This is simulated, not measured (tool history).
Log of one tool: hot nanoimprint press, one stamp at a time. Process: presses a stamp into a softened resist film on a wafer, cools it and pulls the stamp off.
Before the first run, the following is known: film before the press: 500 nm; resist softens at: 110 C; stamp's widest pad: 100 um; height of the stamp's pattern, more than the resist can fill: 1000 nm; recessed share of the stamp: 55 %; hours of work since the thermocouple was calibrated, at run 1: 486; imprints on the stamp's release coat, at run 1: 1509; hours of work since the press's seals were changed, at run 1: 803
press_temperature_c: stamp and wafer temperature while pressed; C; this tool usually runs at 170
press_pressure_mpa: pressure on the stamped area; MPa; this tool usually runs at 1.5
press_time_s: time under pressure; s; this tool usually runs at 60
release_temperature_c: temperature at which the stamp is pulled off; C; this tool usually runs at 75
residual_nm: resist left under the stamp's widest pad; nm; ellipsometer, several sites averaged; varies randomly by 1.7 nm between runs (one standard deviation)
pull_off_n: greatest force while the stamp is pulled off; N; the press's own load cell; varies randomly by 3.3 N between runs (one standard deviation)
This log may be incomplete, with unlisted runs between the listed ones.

run	hour	press_temperature_c	press_pressure_mpa	press_time_s	release_temperature_c	hours of work since the thermocouple was calibrated	imprints on the stamp's release coat	hours of work since the press's seals were changed	residual_nm	pull_off_n
1	0	170	1.5	60	75	486	1509	803	313.9	235
# hour 20.8: plate thermocouple calibrated
2	20.8	170	1.5	60	75	0	1605	816	324.2	234
3	64	170	1.5	60	75	32	1836	848	326.8	257
# hour 73.5: stamp cleaned and given a new release coat
4	100.7	170	1.5	60	75	54	146	871	326.1	178
5	122.6	170	1.5	60	75	70	263	887	324.9	181
6	144.7	181	1.5	60	75	86	381	903	204.7	191
7	171.5	181	1.5	60	61	106	525	922	206.8	244
# hour 181.3: plate thermocouple calibrated, once more
8	194.2	181	1.5	60	61	10	630	937	176.6	236
9	220.8	170	1.5	60	75	29	773	956	284.1	187
10	258.3	170	1.5	86	75	57	974	984	252	189
11	290.2	170	1.5	86	75	80	1145	1007	255.5	205
12	320.2	170	1.5	86	75	102	1305	1029	256.6	215
13	361.1	170	1.5	60	75	132	1524	1059	293.3	223
14	382.3	163	1.5	60	75	148	1638	1075	378.4	232
15	401.4	170	2.38	60	75	162	1740	1089	242	235
# hour 428.4: stamp cleaned and given a new release coat
16	433.2	170	2.38	60	75	181	26	1108	245	161
17	458.7	170	2.38	60	75	199	162	1127	241.6	164
18	477.4	181	1.5	54	69	213	262	1140	191.6	186
19	503.9	169	1.5	54	69	232	404	1160	317.1	198
20	535.3	167	2.01	66	78	255	572	1183	292.9	175
21	576.1	167	2.01	66	78	285	791	1213	298.1	185
# hour 603: press's hydraulic seals changed and the load cell set to zero
22	611	169	1.5	60	78	305	935	6	305.8	185
23	631.9	169	2.35	60	77	320	1047	21	256.8	202
24	668.9	170	1.5	60	77	348	1245	48	297.6	203
25	709.7	181	1.24	35	75	378	1464	78	253.4	225
26	750.7	181	1.24	35	75	408	1683	108	252.1	242
27	777	181	1.81	35	79	427	1824	128	209	223
# hour 788.9: stamp cleaned and given a new release coat
28	813.2	170	1.5	60	72	449	130	150	303.4	180
29	842.2	170	1.5	60	72	470	285	171	307	191
30	866	170	1.5	60	72	488	412	189	307.3	193
# hour 883.5: plate thermocouple calibrated
31	888.1	170	1.5	60	72	3	515	203	278.7	192

What if the next run were any one of these 3? Each begins from the tool's condition after run 31:
A	930.1	167	1.04	60	72	34	740	233	?	?
B	930.1	182	1.46	42	72	34	740	233	?	?
C	930.1	170	1.02	60	75	34	740	233	?	?

run	residual_nm	pull_off_n
A	354	197
B	191.7	201
C	324.6	185
Had the tool no hidden state, the same runs would have come out as:
run	residual_nm	pull_off_n
A	352.5	164
B	190.4	167
C	323.1	154

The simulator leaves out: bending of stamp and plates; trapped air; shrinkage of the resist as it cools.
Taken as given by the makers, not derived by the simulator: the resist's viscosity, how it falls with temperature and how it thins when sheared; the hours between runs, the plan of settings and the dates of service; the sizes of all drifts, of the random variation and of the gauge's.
